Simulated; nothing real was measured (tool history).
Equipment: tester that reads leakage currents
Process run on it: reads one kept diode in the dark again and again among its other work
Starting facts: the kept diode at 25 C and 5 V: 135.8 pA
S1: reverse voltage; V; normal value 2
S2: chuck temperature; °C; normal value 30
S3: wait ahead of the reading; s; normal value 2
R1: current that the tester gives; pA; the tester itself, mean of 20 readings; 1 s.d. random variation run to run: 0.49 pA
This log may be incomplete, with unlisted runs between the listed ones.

run 1 hour=0 | S1=2 S2=30 S3=2 | R1=176.61
run 2 hour=136.7 | S1=2 S2=30 S3=2 | R1=177.99
run 3 hour=196.4 | S1=2 S2=30 S3=2 | R1=178.22
run 4 hour=332 | S1=2 S2=30 S3=2 | R1=178.83
run 5 hour=437.1 | S1=2 S2=30 S3=2 | R1=180.32
run 6 hour=531.5 | S1=2 S2=30 S3=0.35 | R1=181.33
run 7 hour=668 | S1=2 S2=30 S3=0.35 | R1=183.76
run 8 hour=776 | S1=2 S2=30 S3=0.35 | R1=182.98
run 9 hour=846.4 | S1=2 S2=31 S3=2 | R1=198.75
run 10 hour=913.4 | S1=2 S2=30 S3=0.65 | R1=183.28
run 11 hour=1047.7 | S1=8.69 S2=30 S3=2 | R1=299.88
run 12 hour=1105.7 | S1=8.69 S2=30 S3=2 | R1=300.95
run 13 hour=1223.8 | S1=8.69 S2=30 S3=2 | R1=303.07
run 14 hour=1289.7 | S1=2 S2=30 S3=2 | R1=185.81
run 15 hour=1383.2 | S1=2 S2=30 S3=2 | R1=187.41
run 16 hour=1446.8 | S1=2 S2=30 S3=0.37 | R1=189.02
run 17 hour=1527.9 | S1=2 S2=30 S3=0.37 | R1=189.72
run 18 hour=1589.7 | S1=2 S2=30 S3=2 | R1=189.16
run 19 hour=1661.7 | S1=2 S2=30 S3=2 | R1=188.44
run 20 hour=1775.1 | S1=2 S2=44 S3=2 | R1=626.84
-- hour=1837.9 chuck's temperature calibrated
run 21 hour=1840.8 | S1=4.34 S2=30 S3=5.26 | R1=262.07
-- hour=1913.2 tester calibrated
run 22 hour=1964.6 | S1=5.57 S2=59 S3=2.08 | R1=2883.09
run 23 hour=2024.5 | S1=5.57 S2=59 S3=2.08 | R1=2887.56
run 24 hour=2105.8 | S1=11.53 S2=30 S3=2 | R1=365.71
run 25 hour=2208.5 | S1=15.51 S2=59 S3=2 | R1=4023.7
run 26 hour=2281.6 | S1=15.51 S2=59 S3=2 | R1=4030.7
run 27 hour=2351 | S1=15.51 S2=59 S3=2 | R1=4034.83
-- hour=2427.3 chuck's temperature calibrated, once more
run 28 hour=2455 | S1=15.51 S2=59 S3=2 | R1=3361.2
run 29 hour=2515.7 | S1=11.99 S2=59 S3=3.46 | R1=3111.96
run 30 hour=2572.5 | S1=16.85 S2=41 S3=9.57 | R1=857.06
run 31 hour=2683.5 | S1=3.1 S2=30 S3=2.71 | R1=192.44
run 32 hour=2807.2 | S1=18.78 S2=22 S3=2.92 | R1=203.03
run 33 hour=2898.5 | S1=14.31 S2=30 S3=3.18 | R1=337.98
run 34 hour=2981.8 | S1=14.31 S2=30 S3=3.18 | R1=338.56
run 35 hour=3100.6 | S1=14.31 S2=30 S3=3.18 | R1=341.43
run 36 hour=3175.1 | S1=2.46 S2=38 S3=8.08 | R1=362.47
run 37 hour=3311.7 | S1=9.18 S2=38 S3=4.15 | R1=564.85
run 38 hour=3372 | S1=9.18 S2=38 S3=4.15 | R1=566.87
-- hour=3417.1 probe card cleaned and baked
run 39 hour=3484.1 | S1=5.91 S2=33 S3=2.23 | R1=307.3

Alternative continuations, all from the tool just after run 39; predict every row:
run A hour=3582.1 | S1=3.05 S2=29 S3=0.69 | R1=?
run B hour=3582.1 | S1=9.01 S2=57 S3=4.27 | R1=?
run C hour=3582.1 | S1=1.86 S2=22 S3=2.13 | R1=?
run D hour=3582.1 | S1=7.24 S2=30 S3=0.55 | R1=?

run=A R1=176.01
run=B R1=2505.3
run=C R1=78.81
run=D R1=252.61
The same runs, with their run-to-run variation unchanged, on a tool lacking any hidden condition would have given:
run=A R1=169.8
run=B R1=2432.3
run=C R1=75.85
run=D R1=243.54

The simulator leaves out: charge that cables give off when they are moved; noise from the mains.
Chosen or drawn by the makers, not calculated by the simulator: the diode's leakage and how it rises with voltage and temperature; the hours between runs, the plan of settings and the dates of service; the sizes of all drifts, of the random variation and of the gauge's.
